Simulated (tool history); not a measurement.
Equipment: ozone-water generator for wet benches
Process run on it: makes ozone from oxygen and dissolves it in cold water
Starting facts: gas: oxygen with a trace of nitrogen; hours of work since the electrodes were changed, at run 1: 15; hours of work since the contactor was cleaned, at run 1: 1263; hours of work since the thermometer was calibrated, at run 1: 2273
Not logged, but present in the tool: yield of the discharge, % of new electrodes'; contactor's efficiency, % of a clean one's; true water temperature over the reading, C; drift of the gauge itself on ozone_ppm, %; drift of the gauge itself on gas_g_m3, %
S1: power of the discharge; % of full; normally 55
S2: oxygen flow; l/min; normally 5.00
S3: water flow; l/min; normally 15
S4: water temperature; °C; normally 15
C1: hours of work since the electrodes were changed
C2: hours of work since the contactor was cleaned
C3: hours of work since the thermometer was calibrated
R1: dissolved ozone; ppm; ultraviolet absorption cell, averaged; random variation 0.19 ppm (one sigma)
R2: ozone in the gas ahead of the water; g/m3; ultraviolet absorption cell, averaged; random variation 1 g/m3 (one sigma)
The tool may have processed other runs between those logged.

run	hour	S1	S2	S3	S4	C1	C2	C3	R1	R2
1	0.0	55	5.00	15	15	15	1263	2273	26.0	180.8
2	75.7	55	5.00	15	15	71	1320	2330	25.7	182.0
3	123.1	55	5.00	15	15	107	1355	2365	25.9	182.8
4	203.7	55	5.00	15	15	167	1415	2425	25.6	182.2
5	239.8	55	5.00	15	15	194	1442	2452	25.6	180.1
6	303.9	55	5.00	15	15	242	1490	2500	25.7	181.9
7	344.8	55	5.00	15	15	272	1521	2531	25.9	180.8
8	399.2	55	5.00	15	15	313	1561	2571	25.8	182.2
9	473.3	55	5.00	15	15	368	1616	2627	25.6	181.4
10	538.0	55	5.00	22	15	416	1665	2675	19.1	179.8
11	619.6	55	5.00	22	15	477	1726	2736	19.1	182.3
12	661.1	62	5.00	15	15	508	1757	2767	26.7	190.7
13	700.9	62	5.00	15	15	538	1786	2796	27.0	191.3
14	770.3	55	5.00	15	15	589	1838	2848	25.4	178.0
15	816.4	55	5.00	15	15	624	1872	2882	25.1	176.7
16	889.1	55	5.00	15	15	678	1927	2937	25.3	178.0
17	942.9	55	5.00	15	21	718	1967	2977	22.8	179.3
18	987.8	55	5.00	15	10	752	2000	3010	26.7	177.3
19	1049.9	55	5.00	11	10	798	2047	3057	32.5	177.1
20	1119.3	55	7.01	11	10	850	2098	3108	31.4	145.7
21	1172.4	55	5.00	15	21	890	2138	3148	22.6	175.8
22	1226.4	55	5.00	10	15	930	2178	3188	30.9	177.3
23	1269.1	55	5.00	10	15	962	2210	3220	31.2	177.8
24	1346.9	54	6.18	10	9	1020	2268	3278	33.3	154.3
25	1416.5	54	6.18	10	9	1072	2320	3330	33.5	154.7
26	1480.4	54	6.18	11	9	1119	2368	3378	31.7	154.6
27	1517.5	71	6.20	15	15	1147	2396	3406	27.7	180.0
28	1577.9	59	5.00	18	15	1192	2441	3451	22.3	181.4
29	1640.5	59	5.00	18	15	1239	2487	3497	22.2	181.5
# hour 1686.6: water thermometer calibrated
30	1723.1	55	4.73	15	15	1300	2549	27	24.3	181.0
31	1772.4	55	6.16	20	15	1337	2585	64	19.5	152.9
32	1820.1	88	3.61	12	15	1372	2621	100	36.7	273.3
33	1894.7	88	3.61	12	10	1428	2677	155	39.7	270.2
34	1928.3	88	3.61	11	16	1453	2702	180	38.2	270.4

Consider 3 possible next runs. They are alternatives, not a sequence: every one starts from the tool as it was left by run 34. What does each give?
A	1972.3	65	3.14	15	15	1486	2735	213	?	?
B	1972.3	59	8.64	11	16	1486	2735	213	?	?
C	1972.3	96	3.61	11	16	1486	2735	213	?	?

run	R1	R2
A	26.6	247.4
B	26.3	131.4
C	40.3	281.5
The same runs, with their run-to-run variation unchanged, on a tool lacking any hidden condition would have given:
run	R1	R2
A	29.4	263.1
B	28.9	139.3
C	45.0	303.8

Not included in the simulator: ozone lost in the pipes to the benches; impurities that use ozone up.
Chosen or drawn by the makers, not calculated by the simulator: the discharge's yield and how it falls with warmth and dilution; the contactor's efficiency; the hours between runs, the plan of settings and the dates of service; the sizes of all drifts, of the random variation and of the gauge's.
